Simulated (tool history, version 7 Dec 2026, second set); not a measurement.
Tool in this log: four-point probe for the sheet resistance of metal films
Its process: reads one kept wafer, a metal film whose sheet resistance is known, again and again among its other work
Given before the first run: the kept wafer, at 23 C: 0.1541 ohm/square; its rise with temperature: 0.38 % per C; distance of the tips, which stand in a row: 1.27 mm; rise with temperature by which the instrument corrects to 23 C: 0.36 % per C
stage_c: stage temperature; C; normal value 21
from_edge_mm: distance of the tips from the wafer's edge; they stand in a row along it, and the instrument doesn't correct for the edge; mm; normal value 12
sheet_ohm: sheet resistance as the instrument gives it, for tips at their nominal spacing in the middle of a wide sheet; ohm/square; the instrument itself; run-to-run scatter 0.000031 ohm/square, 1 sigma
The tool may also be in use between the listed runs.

{"run": 1, "hour": 0.0, "stage_c": 21, "from_edge_mm": 12, "sheet_ohm": 0.155793}
{"run": 2, "hour": 128.2, "stage_c": 21, "from_edge_mm": 12, "sheet_ohm": 0.155785}
{"run": 3, "hour": 236.8, "stage_c": 31, "from_edge_mm": 12, "sheet_ohm": 0.156218}
{"run": 4, "hour": 336.1, "stage_c": 31, "from_edge_mm": 12, "sheet_ohm": 0.15621}
{"run": 5, "hour": 461.8, "stage_c": 31, "from_edge_mm": 12, "sheet_ohm": 0.156262}
{"run": 6, "hour": 527.9, "stage_c": 31, "from_edge_mm": 12, "sheet_ohm": 0.156297}
{"run": 7, "hour": 667.1, "stage_c": 21, "from_edge_mm": 12, "sheet_ohm": 0.156129}
{"run": 8, "hour": 733.2, "stage_c": 21, "from_edge_mm": 12, "sheet_ohm": 0.156165}
{"run": 9, "hour": 874.4, "stage_c": 29, "from_edge_mm": 12, "sheet_ohm": 0.156468}
{"run": 10, "hour": 982.0, "stage_c": 29, "from_edge_mm": 12, "sheet_ohm": 0.156477}

Run 11 comes next. What will it give?
{"hour": 1019.6, "done": "new probe head fitted"}
{"run": 11, "hour": 1070.1, "stage_c": 21, "from_edge_mm": 19, "sheet_ohm": "?"}

Run 11 gave sheet_ohm 0.154407 ohm/square.
With no hidden state in the tool, this same run would have given sheet_ohm 0.154397 ohm/square.
